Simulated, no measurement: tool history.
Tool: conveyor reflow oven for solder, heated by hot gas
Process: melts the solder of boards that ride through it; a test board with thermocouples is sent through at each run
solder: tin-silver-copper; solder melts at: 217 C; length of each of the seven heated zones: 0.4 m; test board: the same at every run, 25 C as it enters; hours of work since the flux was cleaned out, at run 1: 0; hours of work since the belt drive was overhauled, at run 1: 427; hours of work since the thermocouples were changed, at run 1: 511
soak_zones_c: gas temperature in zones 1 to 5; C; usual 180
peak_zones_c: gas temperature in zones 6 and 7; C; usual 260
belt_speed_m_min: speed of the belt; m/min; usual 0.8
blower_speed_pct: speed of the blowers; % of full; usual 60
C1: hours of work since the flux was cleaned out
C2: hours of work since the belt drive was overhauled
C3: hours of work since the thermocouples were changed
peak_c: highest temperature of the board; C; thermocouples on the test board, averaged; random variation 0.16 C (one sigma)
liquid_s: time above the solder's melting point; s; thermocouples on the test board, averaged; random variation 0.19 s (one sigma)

{"run": 1, "day": 0.0, "soak_zones_c": 180, "peak_zones_c": 260, "belt_speed_m_min": 0.8, "blower_speed_pct": 60, "C1": 0, "C2": 427, "C3": 511, "peak_c": 244.2, "liquid_s": 41.1}
{"run": 2, "day": 1.808, "soak_zones_c": 180, "peak_zones_c": 260, "belt_speed_m_min": 0.8, "blower_speed_pct": 60, "C1": 34, "C2": 461, "C3": 545, "peak_c": 244.1, "liquid_s": 40.9}
{"run": 3, "day": 4.438, "soak_zones_c": 180, "peak_zones_c": 270, "belt_speed_m_min": 0.8, "blower_speed_pct": 60, "C1": 84, "C2": 511, "C3": 595, "peak_c": 252.6, "liquid_s": 47}
{"run": 4, "day": 7.342, "soak_zones_c": 189, "peak_zones_c": 270, "belt_speed_m_min": 0.8, "blower_speed_pct": 60, "C1": 139, "C2": 566, "C3": 650, "peak_c": 254.4, "liquid_s": 50.3}
{"run": 5, "day": 8.85, "soak_zones_c": 189, "peak_zones_c": 270, "belt_speed_m_min": 0.8, "blower_speed_pct": 60, "C1": 167, "C2": 595, "C3": 678, "peak_c": 254.2, "liquid_s": 50.4}
{"run": 6, "day": 10.479, "soak_zones_c": 180, "peak_zones_c": 260, "belt_speed_m_min": 0.8, "blower_speed_pct": 58, "C1": 198, "C2": 625, "C3": 709, "peak_c": 243.2, "liquid_s": 40.8}
{"run": 7, "day": 13.588, "soak_zones_c": 178, "peak_zones_c": 260, "belt_speed_m_min": 0.8, "blower_speed_pct": 60, "C1": 257, "C2": 684, "C3": 768, "peak_c": 243.6, "liquid_s": 40}
{"run": 8, "day": 16.325, "soak_zones_c": 178, "peak_zones_c": 260, "belt_speed_m_min": 0.8, "blower_speed_pct": 60, "C1": 309, "C2": 736, "C3": 820, "peak_c": 243.2, "liquid_s": 39.4}
{"day": 17.388, "done": "flux residue cleaned out of gas plates and filters"}
{"day": 17.738, "done": "thermocouples of zones 6 and 7 changed"}
{"run": 9, "day": 19.379, "soak_zones_c": 178, "peak_zones_c": 260, "belt_speed_m_min": 0.8, "blower_speed_pct": 60, "C1": 36, "C2": 788, "C3": 31, "peak_c": 242.4, "liquid_s": 39.5}
{"run": 10, "day": 22.479, "soak_zones_c": 178, "peak_zones_c": 260, "belt_speed_m_min": 0.8, "blower_speed_pct": 60, "C1": 95, "C2": 847, "C3": 90, "peak_c": 242.3, "liquid_s": 39.2}
{"run": 11, "day": 24.321, "soak_zones_c": 178, "peak_zones_c": 260, "belt_speed_m_min": 0.8, "blower_speed_pct": 60, "C1": 130, "C2": 882, "C3": 124, "peak_c": 242.5, "liquid_s": 39.5}
{"day": 25.621, "done": "belt drive overhauled, speed set with a stopwatch"}
{"run": 12, "day": 27.683, "soak_zones_c": 192, "peak_zones_c": 260, "belt_speed_m_min": 0.8, "blower_speed_pct": 60, "C1": 190, "C2": 39, "C3": 185, "peak_c": 244.6, "liquid_s": 45.5}
{"run": 13, "day": 29.479, "soak_zones_c": 192, "peak_zones_c": 260, "belt_speed_m_min": 0.8, "blower_speed_pct": 60, "C1": 224, "C2": 73, "C3": 219, "peak_c": 244.9, "liquid_s": 45}
{"run": 14, "day": 31.375, "soak_zones_c": 192, "peak_zones_c": 260, "belt_speed_m_min": 0.8, "blower_speed_pct": 60, "C1": 260, "C2": 109, "C3": 255, "peak_c": 244.2, "liquid_s": 45.2}
{"run": 15, "day": 33.746, "soak_zones_c": 174, "peak_zones_c": 261, "belt_speed_m_min": 0.925, "blower_speed_pct": 70, "C1": 305, "C2": 154, "C3": 300, "peak_c": 238.5, "liquid_s": 28.8}
{"day": 35.1, "done": "flux residue cleaned out of gas plates and filters"}
{"run": 16, "day": 37.021, "soak_zones_c": 180, "peak_zones_c": 260, "belt_speed_m_min": 0.849, "blower_speed_pct": 80, "C1": 36, "C2": 212, "C3": 358, "peak_c": 246.6, "liquid_s": 40.8}
{"run": 17, "day": 38.375, "soak_zones_c": 180, "peak_zones_c": 260, "belt_speed_m_min": 0.849, "blower_speed_pct": 80, "C1": 62, "C2": 237, "C3": 383, "peak_c": 246.3, "liquid_s": 40.5}
{"run": 18, "day": 41.075, "soak_zones_c": 178, "peak_zones_c": 270, "belt_speed_m_min": 0.849, "blower_speed_pct": 76, "C1": 113, "C2": 288, "C3": 434, "peak_c": 253.4, "liquid_s": 43.7}
{"run": 19, "day": 43.258, "soak_zones_c": 180, "peak_zones_c": 263, "belt_speed_m_min": 0.902, "blower_speed_pct": 60, "C1": 154, "C2": 330, "C3": 475, "peak_c": 241.3, "liquid_s": 33.1}
{"run": 20, "day": 45.967, "soak_zones_c": 180, "peak_zones_c": 263, "belt_speed_m_min": 0.902, "blower_speed_pct": 60, "C1": 205, "C2": 381, "C3": 527, "peak_c": 241, "liquid_s": 32.9}
{"run": 21, "day": 48.238, "soak_zones_c": 180, "peak_zones_c": 263, "belt_speed_m_min": 0.902, "blower_speed_pct": 60, "C1": 248, "C2": 424, "C3": 570, "peak_c": 240.8, "liquid_s": 32.8}
{"run": 22, "day": 49.804, "soak_zones_c": 180, "peak_zones_c": 260, "belt_speed_m_min": 0.65, "blower_speed_pct": 60, "C1": 278, "C2": 453, "C3": 599, "peak_c": 248.9, "liquid_s": 56.9}
{"day": 52.596, "done": "flux residue cleaned out of gas plates and filters"}
{"run": 23, "day": 53.083, "soak_zones_c": 184, "peak_zones_c": 260, "belt_speed_m_min": 0.698, "blower_speed_pct": 66, "C1": 9, "C2": 511, "C3": 657, "peak_c": 250.5, "liquid_s": 55.5}
{"run": 24, "day": 55.338, "soak_zones_c": 193, "peak_zones_c": 259, "belt_speed_m_min": 0.837, "blower_speed_pct": 85, "C1": 52, "C2": 554, "C3": 700, "peak_c": 250.3, "liquid_s": 48.6}

Forecast each of these 5 alternatives for the next run:
{"run": "A", "day": 58.062, "soak_zones_c": 193, "peak_zones_c": 269, "belt_speed_m_min": 0.837, "blower_speed_pct": 85, "C1": 103, "C2": 605, "C3": 751, "peak_c": "?", "liquid_s": "?"}
{"run": "B", "day": 58.062, "soak_zones_c": 189, "peak_zones_c": 260, "belt_speed_m_min": 0.8, "blower_speed_pct": 88, "C1": 103, "C2": 605, "C3": 751, "peak_c": "?", "liquid_s": "?"}
{"run": "C", "day": 58.062, "soak_zones_c": 179, "peak_zones_c": 259, "belt_speed_m_min": 0.728, "blower_speed_pct": 85, "C1": 103, "C2": 605, "C3": 751, "peak_c": "?", "liquid_s": "?"}
{"run": "D", "day": 58.062, "soak_zones_c": 171, "peak_zones_c": 259, "belt_speed_m_min": 0.837, "blower_speed_pct": 76, "C1": 103, "C2": 605, "C3": 751, "peak_c": "?", "liquid_s": "?"}
{"run": "E", "day": 58.062, "soak_zones_c": 181, "peak_zones_c": 259, "belt_speed_m_min": 0.8, "blower_speed_pct": 52, "C1": 103, "C2": 605, "C3": 751, "peak_c": "?", "liquid_s": "?"}

run=A peak_c=259 liquid_s=52.7
run=B peak_c=251.9 liquid_s=50.8
run=C peak_c=251 liquid_s=52.5
run=D peak_c=244.2 liquid_s=37.5
run=E peak_c=241.3 liquid_s=38.5
Without the tool's hidden state the same runs would have given:
run=A peak_c=257.5 liquid_s=51.3
run=B peak_c=250.3 liquid_s=49.3
run=C peak_c=249.4 liquid_s=50.9
run=D peak_c=242.6 liquid_s=35.9
run=E peak_c=239.6 liquid_s=36.4
